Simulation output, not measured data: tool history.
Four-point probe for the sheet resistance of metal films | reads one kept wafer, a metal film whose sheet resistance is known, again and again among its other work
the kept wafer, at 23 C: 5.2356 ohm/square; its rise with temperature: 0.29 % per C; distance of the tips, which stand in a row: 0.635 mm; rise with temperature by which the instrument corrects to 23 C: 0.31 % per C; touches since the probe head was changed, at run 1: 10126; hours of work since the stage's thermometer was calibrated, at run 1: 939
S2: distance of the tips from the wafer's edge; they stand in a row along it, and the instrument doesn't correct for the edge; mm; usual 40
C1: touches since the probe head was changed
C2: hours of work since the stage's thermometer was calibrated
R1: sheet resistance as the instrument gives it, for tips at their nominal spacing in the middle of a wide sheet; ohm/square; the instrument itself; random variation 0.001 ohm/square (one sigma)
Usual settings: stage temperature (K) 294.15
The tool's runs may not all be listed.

run 1 hour=0 | stage_temperature_(K)=294.15 S2=40 | C1=10126 C2=939 | R1=5.234839
run 2 hour=9.5 | stage_temperature_(K)=294.15 S2=40 | C1=10303 C2=946 | R1=5.235142
run 3 hour=21.8 | stage_temperature_(K)=294.15 S2=5 | C1=10529 C2=955 | R1=5.279905
run 4 hour=39.6 | stage_temperature_(K)=294.15 S2=5 | C1=10860 C2=967 | R1=5.280327
run 5 hour=47.9 | stage_temperature_(K)=294.15 S2=5 | C1=11014 C2=973 | R1=5.280937
run 6 hour=61.2 | stage_temperature_(K)=294.15 S2=5 | C1=11261 C2=983 | R1=5.279342
run 7 hour=77.7 | stage_temperature_(K)=294.15 S2=5 | C1=11567 C2=995 | R1=5.277724
run 8 hour=88.2 | stage_temperature_(K)=304.15 S2=5 | C1=11763 C2=1003 | R1=5.268076
run 9 hour=99.9 | stage_temperature_(K)=294.15 S2=18 | C1=11979 C2=1011 | R1=5.236875
run 10 hour=118.8 | stage_temperature_(K)=294.15 S2=16 | C1=12330 C2=1025 | R1=5.238545
run 11 hour=128 | stage_temperature_(K)=294.15 S2=6 | C1=12500 C2=1032 | R1=5.265419
run 12 hour=138.7 | stage_temperature_(K)=294.15 S2=40 | C1=12700 C2=1039 | R1=5.237125
run 13 hour=149.5 | stage_temperature_(K)=294.15 S2=40 | C1=12900 C2=1047 | R1=5.235225
run 14 hour=163.5 | stage_temperature_(K)=294.15 S2=40 | C1=13160 C2=1057 | R1=5.233562
run 15 hour=177.5 | stage_temperature_(K)=294.15 S2=40 | C1=13419 C2=1068 | R1=5.234761
run 16 hour=188.6 | stage_temperature_(K)=294.15 S2=13 | C1=13625 C2=1076 | R1=5.239405
run 17 hour=198.7 | stage_temperature_(K)=294.15 S2=43 | C1=13813 C2=1083 | R1=5.233288
run 18 hour=217.9 | stage_temperature_(K)=302.15 S2=40 | C1=14169 C2=1097 | R1=5.224481
run 19 hour=233.8 | stage_temperature_(K)=294.15 S2=40 | C1=14463 C2=1108 | R1=5.231419
run 20 hour=249.7 | stage_temperature_(K)=294.15 S2=40 | C1=14759 C2=1120 | R1=5.234297
run 21 hour=266.6 | stage_temperature_(K)=294.15 S2=38 | C1=15072 C2=1132 | R1=5.233142
run 22 hour=282 | stage_temperature_(K)=294.15 S2=40 | C1=15358 C2=1143 | R1=5.233196
run 23 hour=292.7 | stage_temperature_(K)=291.15 S2=40 | C1=15557 C2=1151 | R1=5.236354
run 24 hour=301.8 | stage_temperature_(K)=307.15 S2=23 | C1=15726 C2=1158 | R1=5.21857
run 25 hour=310.4 | stage_temperature_(K)=298.15 S2=5 | C1=15885 C2=1164 | R1=5.274868
run 26 hour=320.7 | stage_temperature_(K)=306.15 S2=64 | C1=16077 C2=1171 | R1=5.220933
-- hour=322.1 stage's thermometer calibrated
run 27 hour=330 | stage_temperature_(K)=306.15 S2=64 | C1=16240 C2=6 | R1=5.220294
run 28 hour=341.9 | stage_temperature_(K)=292.15 S2=6 | C1=16461 C2=14 | R1=5.268635
run 29 hour=360.1 | stage_temperature_(K)=294.15 S2=23 | C1=16798 C2=28 | R1=5.235462
run 30 hour=373.8 | stage_temperature_(K)=294.15 S2=23 | C1=17052 C2=38 | R1=5.236577
run 31 hour=383.3 | stage_temperature_(K)=292.15 S2=33 | C1=17228 C2=44 | R1=5.238107
run 32 hour=403.3 | stage_temperature_(K)=299.15 S2=68 | C1=17601 C2=59 | R1=5.227185
run 33 hour=415.3 | stage_temperature_(K)=299.15 S2=68 | C1=17823 C2=68 | R1=5.228505
-- hour=427.7 stage's thermometer calibrated, once more
run 34 hour=431.7 | stage_temperature_(K)=299.15 S2=40 | C1=18118 C2=3 | R1=5.227182
run 35 hour=447.5 | stage_temperature_(K)=301.15 S2=9 | C1=18411 C2=14 | R1=5.237127

Run 36 comes next. What will it give?
run 36 hour=466 | stage_temperature_(K)=294.15 S2=10 | C1=18754 C2=28 | R1=?

Run 36 gave R1 5.241417 ohm/square.
Without the tool's hidden state the same run would have given R1 5.24939 ohm/square.

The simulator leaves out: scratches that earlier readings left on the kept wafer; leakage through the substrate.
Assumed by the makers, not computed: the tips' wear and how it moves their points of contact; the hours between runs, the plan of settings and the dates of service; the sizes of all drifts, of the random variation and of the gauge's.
